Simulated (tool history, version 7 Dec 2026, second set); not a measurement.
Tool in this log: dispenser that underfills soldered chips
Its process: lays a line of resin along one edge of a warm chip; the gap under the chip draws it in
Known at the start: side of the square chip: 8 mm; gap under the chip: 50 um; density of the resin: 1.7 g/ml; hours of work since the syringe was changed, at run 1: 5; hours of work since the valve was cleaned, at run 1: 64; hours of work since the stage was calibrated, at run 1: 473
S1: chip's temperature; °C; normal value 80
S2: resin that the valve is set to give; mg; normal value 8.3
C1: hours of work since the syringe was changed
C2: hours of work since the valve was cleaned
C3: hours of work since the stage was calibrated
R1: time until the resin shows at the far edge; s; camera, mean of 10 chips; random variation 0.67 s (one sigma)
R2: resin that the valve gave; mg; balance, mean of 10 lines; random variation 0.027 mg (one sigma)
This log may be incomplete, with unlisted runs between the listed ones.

{"run": 1, "hour": 0.0, "S1": 80, "S2": 8.3, "C1": 5, "C2": 64, "C3": 473, "R1": 83.4, "R2": 8.12}
{"hour": 7.0, "done": "new syringe of resin"}
{"run": 2, "hour": 14.1, "S1": 80, "S2": 8.3, "C1": 5, "C2": 74, "C3": 483, "R1": 89.5, "R2": 8.08}
{"hour": 20.2, "done": "new syringe of resin"}
{"run": 3, "hour": 21.8, "S1": 80, "S2": 8.3, "C1": 1, "C2": 80, "C3": 489, "R1": 63.2, "R2": 8.08}
{"hour": 32.4, "done": "new syringe of resin"}
{"run": 4, "hour": 32.4, "S1": 72, "S2": 8.3, "C1": 0, "C2": 88, "C3": 496, "R1": 77.7, "R2": 8.05}
{"run": 5, "hour": 40.6, "S1": 72, "S2": 8.3, "C1": 6, "C2": 94, "C3": 502, "R1": 132.4, "R2": 8.01}
{"hour": 44.8, "done": "new syringe of resin"}
{"run": 6, "hour": 50.3, "S1": 83, "S2": 8.3, "C1": 4, "C2": 101, "C3": 509, "R1": 73.7, "R2": 8.03}
{"hour": 58.6, "done": "new syringe of resin"}
{"run": 7, "hour": 68.2, "S1": 94, "S2": 8.3, "C1": 7, "C2": 113, "C3": 522, "R1": 62.6, "R2": 7.96}
{"hour": 71.3, "done": "new syringe of resin"}
{"hour": 78.2, "done": "dispensing valve cleaned and set on the balance"}
{"run": 8, "hour": 83.8, "S1": 84, "S2": 8.3, "C1": 8, "C2": 4, "C3": 533, "R1": 98.9, "R2": 8.28}
{"hour": 84.8, "done": "new syringe of resin"}
{"run": 9, "hour": 92.5, "S1": 84, "S2": 8.3, "C1": 6, "C2": 10, "C3": 539, "R1": 77.9, "R2": 8.28}
{"hour": 98.1, "done": "new syringe of resin"}
{"run": 10, "hour": 109.7, "S1": 84, "S2": 8.3, "C1": 9, "C2": 23, "C3": 552, "R1": 101.9, "R2": 8.26}
{"hour": 111.6, "done": "new syringe of resin"}
{"run": 11, "hour": 120.6, "S1": 80, "S2": 8.3, "C1": 7, "C2": 31, "C3": 559, "R1": 102, "R2": 8.2}
{"hour": 124.2, "done": "new syringe of resin"}
{"run": 12, "hour": 135.6, "S1": 80, "S2": 8.3, "C1": 8, "C2": 41, "C3": 570, "R1": 120.9, "R2": 8.19}
{"hour": 137.1, "done": "new syringe of resin"}
{"hour": 149.3, "done": "new syringe of resin"}
{"run": 13, "hour": 152.9, "S1": 80, "S2": 8.3, "C1": 3, "C2": 54, "C3": 582, "R1": 70.9, "R2": 8.14}
{"hour": 162.2, "done": "new syringe of resin"}
{"run": 14, "hour": 167.5, "S1": 80, "S2": 8.3, "C1": 4, "C2": 64, "C3": 593, "R1": 78.7, "R2": 8.19}
{"hour": 175.0, "done": "new syringe of resin"}
{"run": 15, "hour": 185.0, "S1": 80, "S2": 8.3, "C1": 7, "C2": 77, "C3": 606, "R1": 109, "R2": 8.12}
{"hour": 187.5, "done": "new syringe of resin"}
{"hour": 199.9, "done": "new syringe of resin"}
{"run": 16, "hour": 201.4, "S1": 80, "S2": 8.3, "C1": 1, "C2": 89, "C3": 617, "R1": 61.5, "R2": 8.07}
{"run": 17, "hour": 209.0, "S1": 72, "S2": 8.3, "C1": 7, "C2": 94, "C3": 623, "R1": 138.3, "R2": 8.08}
{"hour": 213.2, "done": "new syringe of resin"}
{"run": 18, "hour": 219.2, "S1": 80, "S2": 9.49, "C1": 4, "C2": 102, "C3": 630, "R1": 80.8, "R2": 9.19}
{"hour": 226.0, "done": "new syringe of resin"}
{"run": 19, "hour": 236.4, "S1": 78, "S2": 7.47, "C1": 8, "C2": 114, "C3": 643, "R1": 118.6, "R2": 7.2}
{"hour": 238.8, "done": "new syringe of resin"}
{"hour": 245.9, "done": "dispensing valve cleaned and set on the balance"}
{"run": 20, "hour": 251.0, "S1": 71, "S2": 9.44, "C1": 8, "C2": 4, "C3": 652, "R1": 167.1, "R2": 9.42}
{"hour": 252.5, "done": "new syringe of resin"}
{"run": 21, "hour": 260.8, "S1": 71, "S2": 9.44, "C1": 6, "C2": 11, "C3": 660, "R1": 134.4, "R2": 9.43}
{"hour": 265.4, "done": "new syringe of resin"}
{"run": 22, "hour": 271.6, "S1": 71, "S2": 9.44, "C1": 5, "C2": 19, "C3": 667, "R1": 117.5, "R2": 9.4}
{"hour": 279.0, "done": "new syringe of resin"}
{"hour": 280.0, "done": "stage's temperature calibrated"}
{"run": 23, "hour": 285.1, "S1": 71, "S2": 9.44, "C1": 4, "C2": 28, "C3": 4, "R1": 119, "R2": 9.35}
{"hour": 293.0, "done": "new syringe of resin"}
{"run": 24, "hour": 302.5, "S1": 90, "S2": 10.34, "C1": 7, "C2": 40, "C3": 16, "R1": 73.2, "R2": 10.21}
{"hour": 306.3, "done": "new syringe of resin"}
{"run": 25, "hour": 311.3, "S1": 78, "S2": 9.14, "C1": 4, "C2": 46, "C3": 23, "R1": 92.1, "R2": 9.05}
{"hour": 319.0, "done": "new syringe of resin"}
{"run": 26, "hour": 328.8, "S1": 76, "S2": 8.22, "C1": 7, "C2": 59, "C3": 35, "R1": 136.3, "R2": 8.09}
{"hour": 331.6, "done": "new syringe of resin"}
{"hour": 344.5, "done": "new syringe of resin"}
{"run": 27, "hour": 346.8, "S1": 76, "S2": 8.22, "C1": 2, "C2": 72, "C3": 48, "R1": 82.4, "R2": 8}
{"hour": 357.2, "done": "new syringe of resin"}
{"run": 28, "hour": 357.2, "S1": 76, "S2": 8.22, "C1": 0, "C2": 79, "C3": 56, "R1": 71, "R2": 7.97}
{"hour": 369.8, "done": "new syringe of resin"}
{"run": 29, "hour": 374.5, "S1": 80, "S2": 9.13, "C1": 3, "C2": 92, "C3": 68, "R1": 79.4, "R2": 8.89}
{"hour": 382.3, "done": "new syringe of resin"}
{"run": 30, "hour": 382.3, "S1": 80, "S2": 9.13, "C1": 0, "C2": 97, "C3": 74, "R1": 59.6, "R2": 8.84}
{"hour": 395.1, "done": "new syringe of resin"}
{"run": 31, "hour": 399.3, "S1": 68, "S2": 8.08, "C1": 3, "C2": 110, "C3": 86, "R1": 127.3, "R2": 7.79}
{"hour": 408.4, "done": "new syringe of resin"}
{"hour": 413.8, "done": "dispensing valve cleaned and set on the balance"}
{"run": 32, "hour": 414.6, "S1": 68, "S2": 8.08, "C1": 4, "C2": 1, "C3": 96, "R1": 135.8, "R2": 8.04}
{"hour": 422.5, "done": "new syringe of resin"}
{"run": 33, "hour": 424.1, "S1": 68, "S2": 8.08, "C1": 1, "C2": 7, "C3": 103, "R1": 112.6, "R2": 8.09}
{"run": 34, "hour": 432.5, "S1": 95, "S2": 9, "C1": 7, "C2": 14, "C3": 109, "R1": 65.1, "R2": 8.93}

Forecast each of these 3 alternatives for the next run:
{"hour": 435.5, "done": "new syringe of resin"}
{"hour": 448.1, "done": "new syringe of resin"}
{"run": "A", "hour": 448.1, "S1": 95, "S2": 7.67, "C1": 0, "C2": 25, "C3": 120, "R1": "?", "R2": "?"}
{"hour": 435.5, "done": "new syringe of resin"}
{"hour": 448.1, "done": "new syringe of resin"}
{"run": "B", "hour": 448.1, "S1": 76, "S2": 8.8, "C1": 0, "C2": 25, "C3": 120, "R1": "?", "R2": "?"}
{"hour": 435.5, "done": "new syringe of resin"}
{"hour": 448.1, "done": "new syringe of resin"}
{"run": "C", "hour": 448.1, "S1": 88, "S2": 9, "C1": 0, "C2": 25, "C3": 120, "R1": "?", "R2": "?"}

run=A R1=32.7 R2=7.58
run=B R1=67.6 R2=8.8
run=C R1=42.7 R2=8.95
Without the tool's unlogged condition, the same runs would have read:
run=A R1=33.5 R2=7.64
run=B R1=69.4 R2=8.86
run=C R1=43.8 R2=9.01
